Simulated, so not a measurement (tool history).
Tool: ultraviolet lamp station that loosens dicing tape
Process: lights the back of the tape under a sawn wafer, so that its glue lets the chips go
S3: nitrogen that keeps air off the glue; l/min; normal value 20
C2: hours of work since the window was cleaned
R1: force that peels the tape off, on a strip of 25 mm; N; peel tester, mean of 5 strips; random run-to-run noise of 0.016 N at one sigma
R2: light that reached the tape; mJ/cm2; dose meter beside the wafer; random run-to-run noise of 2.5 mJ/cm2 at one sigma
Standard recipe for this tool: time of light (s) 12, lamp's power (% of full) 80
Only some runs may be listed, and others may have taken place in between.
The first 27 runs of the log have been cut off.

run 28 day=47.250 | time_of_light_(s)=22 lamp's_power_(%_of_full)=96 S3=17 | hours_of_work_of_the_lamp=389 C2=307 | R1=0.253 R2=495
-- day=47.908 window cleaned of glue's vapour
run 29 day=48.246 | time_of_light_(s)=22 lamp's_power_(%_of_full)=96 S3=17 | hours_of_work_of_the_lamp=402 C2=5 | R1=0.211 R2=526
run 30 day=49.500 | time_of_light_(s)=7 lamp's_power_(%_of_full)=63 S3=14 | hours_of_work_of_the_lamp=419 C2=22 | R1=4.145 R2=110
run 31 day=51.362 | time_of_light_(s)=6 lamp's_power_(%_of_full)=91 S3=30 | hours_of_work_of_the_lamp=445 C2=48 | R1=2.511 R2=132
run 32 day=52.662 | time_of_light_(s)=10 lamp's_power_(%_of_full)=80 S3=14 | hours_of_work_of_the_lamp=463 C2=66 | R1=2.221 R2=185
run 33 day=54.846 | time_of_light_(s)=10 lamp's_power_(%_of_full)=80 S3=14 | hours_of_work_of_the_lamp=493 C2=96 | R1=2.339 R2=190
run 34 day=56.912 | time_of_light_(s)=24 lamp's_power_(%_of_full)=76 S3=9 | hours_of_work_of_the_lamp=522 C2=124 | R1=0.803 R2=411
run 35 day=58.675 | time_of_light_(s)=24 lamp's_power_(%_of_full)=83 S3=18 | hours_of_work_of_the_lamp=546 C2=148 | R1=0.310 R2=444
run 36 day=59.733 | time_of_light_(s)=10 lamp's_power_(%_of_full)=90 S3=13 | hours_of_work_of_the_lamp=561 C2=163 | R1=2.352 R2=197
run 37 day=61.546 | time_of_light_(s)=12 lamp's_power_(%_of_full)=74 S3=20 | hours_of_work_of_the_lamp=586 C2=188 | R1=1.776 R2=192
run 38 day=63.617 | time_of_light_(s)=22 lamp's_power_(%_of_full)=79 S3=28 | hours_of_work_of_the_lamp=614 C2=217 | R1=0.328 R2=362
run 39 day=65.550 | time_of_light_(s)=12 lamp's_power_(%_of_full)=72 S3=28 | hours_of_work_of_the_lamp=641 C2=243 | R1=1.716 R2=178
run 40 day=67.275 | time_of_light_(s)=10 lamp's_power_(%_of_full)=61 S3=29 | hours_of_work_of_the_lamp=665 C2=267 | R1=2.738 R2=124
run 41 day=69.483 | time_of_light_(s)=12 lamp's_power_(%_of_full)=72 S3=15 | hours_of_work_of_the_lamp=695 C2=298 | R1=2.629 R2=167
-- day=70.675 window cleaned of glue's vapour
run 42 day=71.058 | time_of_light_(s)=12 lamp's_power_(%_of_full)=72 S3=15 | hours_of_work_of_the_lamp=717 C2=5 | R1=2.419 R2=178

Forecast each of these 5 alternatives for the next run:
run A day=72.354 | time_of_light_(s)=14 lamp's_power_(%_of_full)=72 S3=15 | hours_of_work_of_the_lamp=734 C2=23 | R1=? R2=?
run B day=72.354 | time_of_light_(s)=22 lamp's_power_(%_of_full)=88 S3=7 | hours_of_work_of_the_lamp=734 C2=23 | R1=? R2=?
run C day=72.354 | time_of_light_(s)=12 lamp's_power_(%_of_full)=71 S3=9 | hours_of_work_of_the_lamp=734 C2=23 | R1=? R2=?
run D day=72.354 | time_of_light_(s)=12 lamp's_power_(%_of_full)=72 S3=35 | hours_of_work_of_the_lamp=734 C2=23 | R1=? R2=?
run E day=72.354 | time_of_light_(s)=12 lamp's_power_(%_of_full)=86 S3=15 | hours_of_work_of_the_lamp=734 C2=23 | R1=? R2=?

run=A R1=1.936 R2=205
run=B R1=1.153 R2=390
run=C R1=3.255 R2=172
run=D R1=1.504 R2=174
run=E R1=1.939 R2=202
With the hidden condition removed and each run's random variation left untouched, the same runs would have given:
run=A R1=0.880 R2=315
run=B R1=0.417 R2=601
run=C R1=1.877 R2=265
run=D R1=0.598 R2=268
run=E R1=0.864 R2=314
